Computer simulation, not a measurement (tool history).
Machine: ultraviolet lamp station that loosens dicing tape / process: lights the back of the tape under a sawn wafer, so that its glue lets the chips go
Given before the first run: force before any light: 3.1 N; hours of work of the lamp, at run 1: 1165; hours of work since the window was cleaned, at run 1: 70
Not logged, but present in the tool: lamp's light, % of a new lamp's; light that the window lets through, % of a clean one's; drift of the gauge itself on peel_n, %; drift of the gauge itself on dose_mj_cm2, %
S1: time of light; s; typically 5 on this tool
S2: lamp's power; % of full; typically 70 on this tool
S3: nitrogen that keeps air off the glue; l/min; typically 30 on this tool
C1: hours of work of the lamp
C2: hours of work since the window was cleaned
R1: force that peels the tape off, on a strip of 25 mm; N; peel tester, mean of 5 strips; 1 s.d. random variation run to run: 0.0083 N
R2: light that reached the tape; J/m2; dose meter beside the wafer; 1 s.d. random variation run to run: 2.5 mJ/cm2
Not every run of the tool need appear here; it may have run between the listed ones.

run	day	S1	S2	S3	C1	C2	R1	R2
1	0.000	5	70	30	1165	70	0.526	2060
2	1.342	5	70	30	1183	88	0.550	2010
3	2.625	5	70	30	1200	104	0.564	2060
4	4.112	5	70	30	1219	124	0.542	1960
5	6.504	5	70	30	1250	155	0.564	1920
6	7.838	2	70	30	1267	172	1.551	790
7	9.229	5	81	30	1286	190	0.504	2190
8	11.108	5	81	58	1310	215	0.443	2170
# day 11.654: window cleaned of glue's vapour
9	13.267	4	81	58	1338	21	0.711	1560
10	14.425	4	81	58	1353	36	0.713	1510
11	16.354	9	83	47	1378	61	0.258	3420
12	18.975	9	83	47	1412	95	0.265	3370
13	21.167	5	99	13	1441	124	0.630	2170

What will run 14 give?
# day 22.650: window cleaned of glue's vapour, once more
14	23.800	5	69	57	1475	15	?	?

{"run 14": {"R1": 0.52, "R2": 1880}}
The same run, on a tool lacking any hidden state, would have yielded R1 0.299 N, R2 2900 J/m2.
